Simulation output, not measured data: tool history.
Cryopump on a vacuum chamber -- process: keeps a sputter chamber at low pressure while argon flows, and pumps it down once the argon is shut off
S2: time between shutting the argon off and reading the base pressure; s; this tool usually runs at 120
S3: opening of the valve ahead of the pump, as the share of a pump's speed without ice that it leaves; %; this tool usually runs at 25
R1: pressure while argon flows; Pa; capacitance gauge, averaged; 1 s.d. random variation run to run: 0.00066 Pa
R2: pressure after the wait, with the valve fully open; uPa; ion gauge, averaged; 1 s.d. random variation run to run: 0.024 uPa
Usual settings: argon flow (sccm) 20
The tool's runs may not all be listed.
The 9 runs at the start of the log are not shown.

{"run": 10, "hour": 299.8, "argon flow (sccm)": 20, "S2": 120, "S3": 38, "R1": 0.081, "R2": 1.32}
{"run": 11, "hour": 327.3, "argon flow (sccm)": 20, "S2": 120, "S3": 38, "R1": 0.0826, "R2": 1.31}
{"run": 12, "hour": 364.7, "argon flow (sccm)": 20, "S2": 120, "S3": 33, "R1": 0.0951, "R2": 1.29}
{"run": 13, "hour": 400.1, "argon flow (sccm)": 20, "S2": 120, "S3": 33, "R1": 0.0948, "R2": 1.36}
{"hour": 414.9, "done": "pump warmed up, emptied and cooled again"}
{"run": 14, "hour": 438.6, "argon flow (sccm)": 20, "S2": 120, "S3": 33, "R1": 0.0843, "R2": 1.17}
{"run": 15, "hour": 482.1, "argon flow (sccm)": 20, "S2": 120, "S3": 33, "R1": 0.0849, "R2": 1.14}
{"run": 16, "hour": 529.4, "argon flow (sccm)": 34, "S2": 120, "S3": 33, "R1": 0.1452, "R2": 1.25}
{"run": 17, "hour": 560.1, "argon flow (sccm)": 34, "S2": 120, "S3": 33, "R1": 0.1452, "R2": 1.25}
{"run": 18, "hour": 586.6, "argon flow (sccm)": 34, "S2": 120, "S3": 33, "R1": 0.1464, "R2": 1.22}
{"run": 19, "hour": 633.2, "argon flow (sccm)": 34, "S2": 120, "S3": 33, "R1": 0.1463, "R2": 1.22}
{"run": 20, "hour": 667.4, "argon flow (sccm)": 20, "S2": 120, "S3": 56, "R1": 0.0531, "R2": 1.25}
{"run": 21, "hour": 709.4, "argon flow (sccm)": 11, "S2": 25, "S3": 42, "R1": 0.0381, "R2": 3.74}

Run 22, settings as shown, results not yet in. Your forecast:
{"run": 22, "hour": 757.1, "argon flow (sccm)": 11, "S2": 25, "S3": 42, "R1": "?", "R2": "?"}

R1: 0.0394 Pa
R2: 3.81 uPa
Take away the tool's hidden state, keep the run-to-run variation as it was, and the same run would have given R1 0.0362 Pa, R2 3.43 uPa.

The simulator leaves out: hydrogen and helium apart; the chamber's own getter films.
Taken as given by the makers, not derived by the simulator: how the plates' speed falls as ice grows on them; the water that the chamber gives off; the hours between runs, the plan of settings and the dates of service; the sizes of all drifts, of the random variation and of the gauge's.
